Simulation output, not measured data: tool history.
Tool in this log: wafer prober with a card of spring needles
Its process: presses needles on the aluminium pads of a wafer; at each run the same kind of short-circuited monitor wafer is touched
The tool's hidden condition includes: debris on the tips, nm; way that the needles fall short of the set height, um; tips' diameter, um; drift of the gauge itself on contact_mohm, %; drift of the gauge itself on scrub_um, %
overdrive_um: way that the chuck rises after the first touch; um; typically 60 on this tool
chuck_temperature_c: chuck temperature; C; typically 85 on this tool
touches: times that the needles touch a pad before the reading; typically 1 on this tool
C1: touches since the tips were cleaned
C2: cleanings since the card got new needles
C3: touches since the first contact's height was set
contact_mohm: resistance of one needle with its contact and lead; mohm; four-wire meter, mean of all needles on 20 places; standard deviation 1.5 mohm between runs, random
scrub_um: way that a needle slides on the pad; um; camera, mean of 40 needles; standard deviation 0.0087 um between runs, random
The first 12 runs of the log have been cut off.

-- day=17.567 tips cleaned on abrasive film
-- day=18.212 height of the first contact set anew
run 13 day=18.462 | overdrive_um=60 chuck_temperature_c=85 touches=2 | C1=6529 C2=24 C3=1870 | contact_mohm=181 scrub_um=14.362
-- day=18.846 tips cleaned on abrasive film
-- day=20.179 tips cleaned on abrasive film
run 14 day=20.312 | overdrive_um=60 chuck_temperature_c=85 touches=2 | C1=961 C2=26 C3=15457 | contact_mohm=155 scrub_um=14.338
-- day=21.471 tips cleaned on abrasive film
run 15 day=21.571 | overdrive_um=60 chuck_temperature_c=85 touches=2 | C1=745 C2=27 C3=24742 | contact_mohm=151 scrub_um=14.286
-- day=22.733 tips cleaned on abrasive film
run 16 day=23.400 | overdrive_um=60 chuck_temperature_c=85 touches=2 | C1=4937 C2=28 C3=38219 | contact_mohm=179 scrub_um=14.271
-- day=24.075 tips cleaned on abrasive film
run 17 day=24.933 | overdrive_um=40 chuck_temperature_c=77 touches=2 | C1=6368 C2=29 C3=49533 | contact_mohm=224 scrub_um=9.479
-- day=25.308 tips cleaned on abrasive film
-- day=26.533 tips cleaned on abrasive film
run 18 day=26.592 | overdrive_um=42 chuck_temperature_c=77 touches=2 | C1=418 C2=31 C3=61705 | contact_mohm=157 scrub_um=9.924
-- day=27.612 height of the first contact set anew
-- day=27.804 tips cleaned on abrasive film
run 19 day=28.317 | overdrive_um=57 chuck_temperature_c=36 touches=2 | C1=3779 C2=32 C3=5174 | contact_mohm=172 scrub_um=13.627
-- day=29.029 tips cleaned on abrasive film
run 20 day=29.804 | overdrive_um=76 chuck_temperature_c=85 touches=1 | C1=5735 C2=33 C3=16137 | contact_mohm=181 scrub_um=18.160
-- day=30.321 tips cleaned on abrasive film
-- day=31.612 tips cleaned on abrasive film
run 21 day=31.612 | overdrive_um=76 chuck_temperature_c=40 touches=3 | C1=0 C2=35 C3=29432 | contact_mohm=137 scrub_um=18.104
-- day=32.825 tips cleaned on abrasive film
run 22 day=33.192 | overdrive_um=76 chuck_temperature_c=40 touches=3 | C1=2718 C2=36 C3=41071 | contact_mohm=142 scrub_um=18.089
-- day=34.096 tips cleaned on abrasive film
run 23 day=34.342 | overdrive_um=76 chuck_temperature_c=40 touches=3 | C1=1812 C2=37 C3=49544 | contact_mohm=142 scrub_um=18.076
-- day=35.338 tips cleaned on abrasive film
run 24 day=35.550 | overdrive_um=70 chuck_temperature_c=41 touches=3 | C1=1580 C2=38 C3=58431 | contact_mohm=144 scrub_um=16.624
-- day=36.700 tips cleaned on abrasive film
run 25 day=36.950 | overdrive_um=70 chuck_temperature_c=63 touches=3 | C1=1853 C2=39 C3=68740 | contact_mohm=147 scrub_um=16.603
-- day=37.133 height of the first contact set anew
-- day=38.058 tips cleaned on abrasive film
run 26 day=38.642 | overdrive_um=70 chuck_temperature_c=63 touches=3 | C1=4291 C2=40 C3=11093 | contact_mohm=152 scrub_um=16.736
-- day=39.296 tips cleaned on abrasive film
run 27 day=39.829 | overdrive_um=60 chuck_temperature_c=57 touches=1 | C1=3957 C2=41 C3=19858 | contact_mohm=195 scrub_um=14.311
-- day=40.588 tips cleaned on abrasive film
run 28 day=41.496 | overdrive_um=73 chuck_temperature_c=79 touches=1 | C1=6720 C2=42 C3=32127 | contact_mohm=193 scrub_um=17.416
-- day=41.892 tips cleaned on abrasive film
run 29 day=42.779 | overdrive_um=42 chuck_temperature_c=43 touches=1 | C1=6580 C2=43 C3=41593 | contact_mohm=278 scrub_um=9.971
-- day=43.158 tips cleaned on abrasive film
-- day=44.525 tips cleaned on abrasive film
run 30 day=44.575 | overdrive_um=70 chuck_temperature_c=40 touches=1 | C1=351 C2=45 C3=54786 | contact_mohm=148 scrub_um=16.622
run 31 day=45.496 | overdrive_um=70 chuck_temperature_c=40 touches=1 | C1=7149 C2=45 C3=61584 | contact_mohm=194 scrub_um=16.647

Below are 4 alternative next runs, each starting from the tool's condition after run 31. Predict each:
-- day=45.850 tips cleaned on abrasive film
-- day=46.567 height of the first contact set anew
run A day=46.692 | overdrive_um=45 chuck_temperature_c=112 touches=1 | C1=6127 C2=46 C3=910 | contact_mohm=? scrub_um=?
-- day=45.850 tips cleaned on abrasive film
-- day=46.567 height of the first contact set anew
run B day=46.692 | overdrive_um=57 chuck_temperature_c=25 touches=1 | C1=6127 C2=46 C3=910 | contact_mohm=? scrub_um=?
-- day=45.850 tips cleaned on abrasive film
-- day=46.567 height of the first contact set anew
run C day=46.692 | overdrive_um=60 chuck_temperature_c=40 touches=1 | C1=6127 C2=46 C3=910 | contact_mohm=? scrub_um=?
-- day=45.850 tips cleaned on abrasive film
-- day=46.567 height of the first contact set anew
run D day=46.692 | overdrive_um=69 chuck_temperature_c=41 touches=1 | C1=6127 C2=46 C3=910 | contact_mohm=? scrub_um=?

run=A contact_mohm=246 scrub_um=10.772
run=B contact_mohm=214 scrub_um=13.653
run=C contact_mohm=208 scrub_um=14.372
run=D contact_mohm=191 scrub_um=16.519
Stripped of hidden state, with their random variation kept, the same runs would have yielded:
run=A contact_mohm=146 scrub_um=10.772
run=B contact_mohm=134 scrub_um=13.653
run=C contact_mohm=136 scrub_um=14.372
run=D contact_mohm=135 scrub_um=16.519
